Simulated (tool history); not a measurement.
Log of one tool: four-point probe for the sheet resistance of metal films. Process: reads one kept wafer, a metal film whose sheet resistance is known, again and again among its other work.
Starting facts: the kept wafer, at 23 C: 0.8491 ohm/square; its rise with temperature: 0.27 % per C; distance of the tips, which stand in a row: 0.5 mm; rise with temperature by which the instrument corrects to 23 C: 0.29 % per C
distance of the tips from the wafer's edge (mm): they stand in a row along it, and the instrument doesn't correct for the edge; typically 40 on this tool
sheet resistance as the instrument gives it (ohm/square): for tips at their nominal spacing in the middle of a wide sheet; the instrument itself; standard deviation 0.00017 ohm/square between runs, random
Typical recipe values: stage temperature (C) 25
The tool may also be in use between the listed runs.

run	hour	stage temperature (C)	distance of the tips from the wafer's edge (mm)	sheet resistance as the instrument gives it (ohm/square)
1	0.0	25	40	0.845658
2	33.2	25	40	0.845534
3	72.3	25	5	0.849828
4	121.6	25	5	0.849831
5	169.0	25	5	0.850190
6	216.9	25	5	0.850229
7	245.6	18	40	0.847072
8	283.5	25	40	0.845707
9	321.2	25	40	0.845565
10	348.0	25	40	0.845557
11	393.1	25	40	0.845408
12	449.1	30	40	0.844424
13	504.3	30	40	0.844490
14	553.0	25	40	0.845381
15	591.7	25	40	0.845398
16	651.8	25	6	0.848763
17	711.7	25	40	0.845506
18	757.2	25	40	0.845361
19	814.5	25	40	0.845399
20	864.2	25	37	0.845502
21	899.7	25	37	0.845500
22	937.2	25	37	0.845568
23	992.7	33	5	0.848258
# hour 998.3: stage's thermometer calibrated
24	1037.1	33	5	0.848256
25	1081.4	34	3	0.856137
# hour 1105.8: stage's thermometer calibrated, once more
26	1117.6	34	3	0.855859
27	1158.3	34	3	0.855645
28	1186.6	27	20	0.845081
29	1246.3	27	6	0.847730
30	1295.4	25	6	0.848089
31	1350.5	19	13	0.846987
32	1405.3	29	51	0.844165
33	1438.5	26	3	0.857105
34	1501.5	25	53	0.844862
35	1548.6	20	8	0.848056
36	1598.9	25	3	0.856966
37	1639.4	24	3	0.857880
38	1694.0	28	10	0.845343
39	1728.1	23	37	0.845634
40	1773.0	29	14	0.844909
41	1832.9	28	40	0.844666
42	1869.9	25	6	0.847784
43	1917.8	29	40	0.843896
44	1958.6	25	3	0.857550

Below are 5 alternative next runs, each starting from the tool's condition after run 44. Predict each:
A	2014.0	32	5	?
B	2014.0	25	5	?
C	2014.0	34	30	?
D	2014.0	24	7	?
E	2014.0	25	5	?

run	sheet resistance as the instrument gives it (ohm/square)
A	0.847848
B	0.849268
C	0.843460
D	0.847403
E	0.849421
The same runs, with their run-to-run variation unchanged, on a tool lacking any hidden condition would have given:
run	sheet resistance as the instrument gives it (ohm/square)
A	0.851715
B	0.853138
C	0.847310
D	0.851265
E	0.853291

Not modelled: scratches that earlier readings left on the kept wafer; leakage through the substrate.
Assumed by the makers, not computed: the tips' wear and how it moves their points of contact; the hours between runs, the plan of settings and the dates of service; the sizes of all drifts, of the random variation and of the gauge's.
